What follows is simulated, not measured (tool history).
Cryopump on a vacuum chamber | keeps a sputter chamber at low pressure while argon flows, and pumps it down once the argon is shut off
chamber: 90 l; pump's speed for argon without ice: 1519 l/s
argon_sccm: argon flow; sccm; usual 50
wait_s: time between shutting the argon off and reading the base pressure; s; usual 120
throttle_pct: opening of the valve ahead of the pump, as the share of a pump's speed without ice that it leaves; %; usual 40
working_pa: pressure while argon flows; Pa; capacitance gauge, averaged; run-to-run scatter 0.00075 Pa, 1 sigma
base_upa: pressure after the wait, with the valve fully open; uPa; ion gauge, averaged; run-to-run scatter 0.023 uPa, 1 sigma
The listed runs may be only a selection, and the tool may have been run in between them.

run   hour  argon_sccm  wait_s  throttle_pct  working_pa  base_upa
  1    0.0          50     120            40      0.1448      1.01
  2    8.6          50     120            40      0.1433      1.01
  3   18.4          50     120            40      0.1444      1.04
  4   33.4          50     120            40      0.1450      1.09
  5   46.2          50     120            40      0.1457      1.01
  6   57.2          50     120            40      0.1470      1.09
  7   68.1          44     120            40      0.1281      1.09
  8   74.3          27     120            40      0.0783      1.05
  9   86.2          50     245            40      0.1459      0.86
 10   99.4          50     245            40      0.1453      0.86
 11  114.5          50     245            40      0.1462      0.84
 12  128.8          20     245            40      0.0584      0.81
 13  137.0          50     120            26      0.2224      1.07
 14  151.6          50     120            40      0.1482      1.11
 15  163.9          44     120            40      0.1302      1.16
 16  177.8          44     120            40      0.1307      1.15
 17  192.6          44     120            40      0.1298      1.15
 18  200.6          44     120            40      0.1305      1.16

What will run 19 give?
 19  211.1          44     296            44           ?         ?

{"run 19": {"working_pa": 0.1191, "base_upa": 0.87}}
Take away the tool's hidden state, keep the run-to-run variation as it was, and the same run would have given working_pa 0.1116 Pa, base_upa 0.40 uPa.

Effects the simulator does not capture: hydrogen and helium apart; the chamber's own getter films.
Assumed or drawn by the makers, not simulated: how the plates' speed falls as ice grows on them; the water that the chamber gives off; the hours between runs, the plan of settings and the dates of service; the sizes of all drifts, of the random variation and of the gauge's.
